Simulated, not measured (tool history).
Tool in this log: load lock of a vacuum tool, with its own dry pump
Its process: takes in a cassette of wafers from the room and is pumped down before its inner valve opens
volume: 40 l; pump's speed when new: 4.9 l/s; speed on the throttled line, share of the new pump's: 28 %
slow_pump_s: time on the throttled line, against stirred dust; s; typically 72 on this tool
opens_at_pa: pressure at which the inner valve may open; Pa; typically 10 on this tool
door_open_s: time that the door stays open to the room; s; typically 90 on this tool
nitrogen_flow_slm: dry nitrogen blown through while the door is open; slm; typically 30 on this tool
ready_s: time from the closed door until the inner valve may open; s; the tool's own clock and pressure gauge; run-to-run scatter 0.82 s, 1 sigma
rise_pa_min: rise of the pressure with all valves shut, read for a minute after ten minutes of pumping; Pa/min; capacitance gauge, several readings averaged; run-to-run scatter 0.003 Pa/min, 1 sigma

| run | hour | slow_pump_s | opens_at_pa | door_open_s | nitrogen_flow_slm | incoming humidity of the room's air, % | ready_s | rise_pa_min |
|---|---|---|---|---|---|---|---|---|
| 1 | 0.0 | 72 | 10 | 90 | 30 | 45.8 | 124.6 | 0.050 |
| 2 | 138.8 | 72 | 10 | 90 | 30 | 45.3 | 126.8 | 0.050 |
| 3 | 252.7 | 72 | 10 | 35 | 30 | 47.1 | 127.0 | 0.037 |
|  | 314.5 | door's seal changed, seat wiped |
| 4 | 368.9 | 72 | 10 | 35 | 30 | 43.6 | 126.6 | 0.029 |
| 5 | 505.9 | 72 | 10 | 35 | 39 | 48.3 | 127.1 | 0.026 |
| 6 | 598.2 | 72 | 10 | 90 | 15 | 48.0 | 128.1 | 0.067 |
| 7 | 727.2 | 72 | 10 | 196 | 30 | 45.4 | 125.3 | 0.060 |
| 8 | 837.0 | 72 | 10 | 196 | 30 | 45.4 | 128.1 | 0.061 |
| 9 | 968.0 | 72 | 10 | 196 | 30 | 45.9 | 126.2 | 0.059 |
| 10 | 1039.5 | 72 | 10 | 90 | 31 | 43.9 | 126.6 | 0.040 |
| 11 | 1111.7 | 72 | 10 | 37 | 30 | 41.0 | 126.8 | 0.033 |
| 12 | 1177.0 | 54 | 10 | 37 | 30 | 47.6 | 113.6 | 0.035 |
| 13 | 1285.4 | 122 | 10 | 90 | 30 | 48.2 | 163.7 | 0.047 |
| 14 | 1423.9 | 122 | 10 | 90 | 30 | 44.0 | 164.7 | 0.047 |
| 15 | 1544.1 | 73 | 10 | 90 | 30 | 46.6 | 128.5 | 0.046 |
| 16 | 1677.4 | 72 | 10 | 90 | 30 | 44.5 | 126.2 | 0.047 |
| 17 | 1801.1 | 72 | 10 | 37 | 30 | 44.5 | 127.5 | 0.023 |
| 18 | 1926.3 | 51 | 10 | 90 | 30 | 43.4 | 112.0 | 0.047 |
| 19 | 2002.5 | 51 | 10 | 192 | 11 | 45.3 | 110.7 | 0.094 |
| 20 | 2141.7 | 72 | 10 | 64 | 30 | 42.2 | 127.1 | 0.039 |
| 21 | 2270.7 | 41 | 10 | 53 | 16 | 41.5 | 105.2 | 0.045 |
| 22 | 2370.0 | 41 | 10 | 53 | 16 | 46.9 | 103.6 | 0.052 |
| 23 | 2447.1 | 72 | 8 | 36 | 30 | 45.2 | 129.1 | 0.030 |
| 24 | 2530.9 | 72 | 10 | 154 | 30 | 44.4 | 128.9 | 0.054 |
| 25 | 2664.8 | 120 | 14 | 92 | 30 | 48.7 | 157.5 | 0.057 |
| 26 | 2729.6 | 120 | 14 | 92 | 30 | 43.3 | 157.2 | 0.043 |
| 27 | 2808.5 | 41 | 10 | 35 | 15 | 46.0 | 104.7 | 0.046 |
| 28 | 2894.3 | 121 | 10 | 236 | 20 | 44.6 | 163.4 | 0.079 |
| 29 | 3026.2 | 121 | 14 | 236 | 13 | 45.9 | 158.1 | 0.101 |
| 30 | 3137.5 | 65 | 7 | 96 | 25 | 44.1 | 125.4 | 0.046 |
| 31 | 3218.4 | 65 | 7 | 96 | 25 | 48.3 | 124.8 | 0.057 |
| 32 | 3331.4 | 72 | 10 | 90 | 11 | 44.3 | 126.9 | 0.071 |
| 33 | 3470.5 | 72 | 10 | 169 | 30 | 42.3 | 126.0 | 0.045 |
| 34 | 3560.4 | 72 | 10 | 38 | 30 | 44.2 | 126.5 | 0.026 |
| 35 | 3706.7 | 56 | 10 | 90 | 10 | 45.2 | 116.3 | 0.078 |
| 36 | 3773.2 | 72 | 20 | 31 | 30 | 40.6 | 121.4 | 0.022 |

Each row is a separate what-if for the run after 36, all from the same tool condition, not one after another. Results?
| A | 3897.9 | 63 | 10 | 90 | 30 | 46.5 | ? | ? |
| B | 3897.9 | 40 | 12 | 90 | 30 | 46.9 | ? | ? |
| C | 3897.9 | 122 | 12 | 90 | 30 | 45.7 | ? | ? |
| D | 3897.9 | 61 | 20 | 147 | 6 | 46.8 | ? | ? |

| run | ready_s | rise_pa_min |
|---|---|---|
| A | 120.5 | 0.049 |
| B | 103.0 | 0.044 |
| C | 162.0 | 0.045 |
| D | 114.1 | 0.103 |
What these runs would have given with no unlogged condition in the tool:
| run | ready_s | rise_pa_min |
|---|---|---|
| A | 120.5 | 0.049 |
| B | 103.0 | 0.043 |
| C | 162.0 | 0.044 |
| D | 114.1 | 0.102 |
